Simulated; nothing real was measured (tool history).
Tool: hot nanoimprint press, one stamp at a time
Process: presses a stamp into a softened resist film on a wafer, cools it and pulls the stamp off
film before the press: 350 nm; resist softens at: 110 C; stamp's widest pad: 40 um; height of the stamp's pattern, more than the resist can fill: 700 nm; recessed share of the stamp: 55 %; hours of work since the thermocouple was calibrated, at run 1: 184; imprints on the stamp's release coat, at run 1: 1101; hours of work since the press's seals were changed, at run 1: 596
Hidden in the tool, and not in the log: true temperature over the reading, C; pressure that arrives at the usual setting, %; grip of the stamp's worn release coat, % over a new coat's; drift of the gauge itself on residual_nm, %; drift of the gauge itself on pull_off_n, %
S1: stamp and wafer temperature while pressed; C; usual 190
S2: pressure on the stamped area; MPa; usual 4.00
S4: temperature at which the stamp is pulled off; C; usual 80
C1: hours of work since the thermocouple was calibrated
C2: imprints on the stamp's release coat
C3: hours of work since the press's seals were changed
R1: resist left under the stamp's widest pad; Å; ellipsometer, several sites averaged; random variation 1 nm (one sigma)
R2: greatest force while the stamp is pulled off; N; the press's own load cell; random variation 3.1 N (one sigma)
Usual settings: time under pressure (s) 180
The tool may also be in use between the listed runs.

run 1 hour=0.0 | S1=190 S2=4.00 time_under_pressure_(s)=180 S4=80 | C1=184 C2=1101 C3=596 | R1=1580 R2=161
-- hour=11.6 stamp cleaned and given a new release coat
run 2 hour=35.2 | S1=190 S2=4.00 time_under_pressure_(s)=180 S4=80 | C1=204 C2=97 C3=616 | R1=1567 R2=150
run 3 hour=79.7 | S1=190 S2=2.61 time_under_pressure_(s)=180 S4=80 | C1=235 C2=279 C3=647 | R1=1839 R2=150
run 4 hour=119.1 | S1=190 S2=2.61 time_under_pressure_(s)=180 S4=80 | C1=262 C2=440 C3=674 | R1=1876 R2=151
run 5 hour=171.4 | S1=190 S2=2.61 time_under_pressure_(s)=180 S4=80 | C1=298 C2=654 C3=710 | R1=1853 R2=156
-- hour=206.4 plate thermocouple calibrated
run 6 hour=209.7 | S1=190 S2=5.00 time_under_pressure_(s)=180 S4=80 | C1=2 C2=798 C3=734 | R1=1466 R2=154
run 7 hour=260.2 | S1=192 S2=5.00 time_under_pressure_(s)=180 S4=80 | C1=37 C2=1005 C3=769 | R1=1329 R2=161
-- hour=297.6 stamp cleaned and given a new release coat
-- hour=305.9 plate thermocouple calibrated, once more
run 8 hour=310.0 | S1=192 S2=5.00 time_under_pressure_(s)=180 S4=80 | C1=3 C2=38 C3=796 | R1=1290 R2=144
run 9 hour=362.1 | S1=192 S2=5.00 time_under_pressure_(s)=180 S4=80 | C1=38 C2=252 C3=832 | R1=1291 R2=147
run 10 hour=416.9 | S1=192 S2=5.00 time_under_pressure_(s)=180 S4=80 | C1=76 C2=476 C3=870 | R1=1300 R2=154
run 11 hour=450.2 | S1=192 S2=5.00 time_under_pressure_(s)=180 S4=80 | C1=99 C2=612 C3=892 | R1=1294 R2=152
run 12 hour=495.7 | S1=192 S2=5.00 time_under_pressure_(s)=180 S4=80 | C1=130 C2=798 C3=924 | R1=1299 R2=156
run 13 hour=553.2 | S1=190 S2=4.00 time_under_pressure_(s)=180 S4=84 | C1=169 C2=1033 C3=963 | R1=1572 R2=148
-- hour=582.0 stamp cleaned and given a new release coat
run 14 hour=612.6 | S1=190 S2=4.00 time_under_pressure_(s)=180 S4=80 | C1=206 C2=126 C3=1000 | R1=1601 R2=149
run 15 hour=674.6 | S1=190 S2=4.00 time_under_pressure_(s)=180 S4=80 | C1=248 C2=379 C3=1042 | R1=1601 R2=154
run 16 hour=707.3 | S1=185 S2=6.18 time_under_pressure_(s)=279 S4=83 | C1=271 C2=513 C3=1064 | R1=1484 R2=142
run 17 hour=760.3 | S1=185 S2=6.18 time_under_pressure_(s)=134 S4=78 | C1=307 C2=730 C3=1101 | R1=1957 R2=164
-- hour=779.5 press's hydraulic seals changed and the load cell set to zero
-- hour=789.0 plate thermocouple calibrated
run 18 hour=831.4 | S1=185 S2=6.18 time_under_pressure_(s)=134 S4=73 | C1=29 C2=976 C3=34 | R1=1855 R2=181
-- hour=874.9 stamp cleaned and given a new release coat
run 19 hour=898.3 | S1=185 S2=6.18 time_under_pressure_(s)=134 S4=73 | C1=71 C2=96 C3=75 | R1=1842 R2=161
run 20 hour=954.3 | S1=182 S2=4.92 time_under_pressure_(s)=110 S4=70 | C1=109 C2=325 C3=114 | R1=2423 R2=176
run 21 hour=985.5 | S1=185 S2=2.88 time_under_pressure_(s)=110 S4=85 | C1=130 C2=453 C3=135 | R1=2507 R2=137
run 22 hour=1042.9 | S1=178 S2=2.73 time_under_pressure_(s)=193 S4=77 | C1=170 C2=687 C3=174 | R1=2795 R2=161
run 23 hour=1095.2 | S1=188 S2=3.72 time_under_pressure_(s)=193 S4=77 | C1=206 C2=902 C3=210 | R1=1734 R2=166
-- hour=1157.5 stamp cleaned and given a new release coat
run 24 hour=1165.3 | S1=188 S2=3.72 time_under_pressure_(s)=193 S4=77 | C1=250 C2=32 C3=254 | R1=1747 R2=161
run 25 hour=1207.6 | S1=188 S2=3.72 time_under_pressure_(s)=193 S4=77 | C1=279 C2=205 C3=283 | R1=1726 R2=155
run 26 hour=1237.0 | S1=183 S2=3.72 time_under_pressure_(s)=193 S4=77 | C1=299 C2=325 C3=303 | R1=2205 R2=158
-- hour=1269.3 plate thermocouple calibrated
run 27 hour=1296.9 | S1=183 S2=3.72 time_under_pressure_(s)=193 S4=77 | C1=19 C2=557 C3=342 | R1=2146 R2=158
run 28 hour=1340.2 | S1=183 S2=3.72 time_under_pressure_(s)=193 S4=77 | C1=49 C2=735 C3=372 | R1=2159 R2=165
run 29 hour=1395.5 | S1=179 S2=4.00 time_under_pressure_(s)=180 S4=83 | C1=86 C2=961 C3=410 | R1=2517 R2=148
-- hour=1441.9 stamp cleaned and given a new release coat
run 30 hour=1462.1 | S1=179 S2=4.00 time_under_pressure_(s)=180 S4=83 | C1=128 C2=83 C3=451 | R1=2506 R2=139

Forecast each of these 3 alternatives for the next run:
run A hour=1520.4 | S1=179 S2=4.00 time_under_pressure_(s)=180 S4=67 | C1=168 C2=321 C3=491 | R1=? R2=?
run B hour=1520.4 | S1=195 S2=4.00 time_under_pressure_(s)=180 S4=69 | C1=168 C2=321 C3=491 | R1=? R2=?
run C hour=1520.4 | S1=179 S2=4.00 time_under_pressure_(s)=180 S4=82 | C1=168 C2=321 C3=491 | R1=? R2=?

run=A R1=2522 R2=191
run=B R1=1195 R2=186
run=C R1=2520 R2=144
Without the tool's hidden state the same runs would have given:
run=A R1=2481 R2=184
run=B R1=1164 R2=179
run=C R1=2478 R2=139

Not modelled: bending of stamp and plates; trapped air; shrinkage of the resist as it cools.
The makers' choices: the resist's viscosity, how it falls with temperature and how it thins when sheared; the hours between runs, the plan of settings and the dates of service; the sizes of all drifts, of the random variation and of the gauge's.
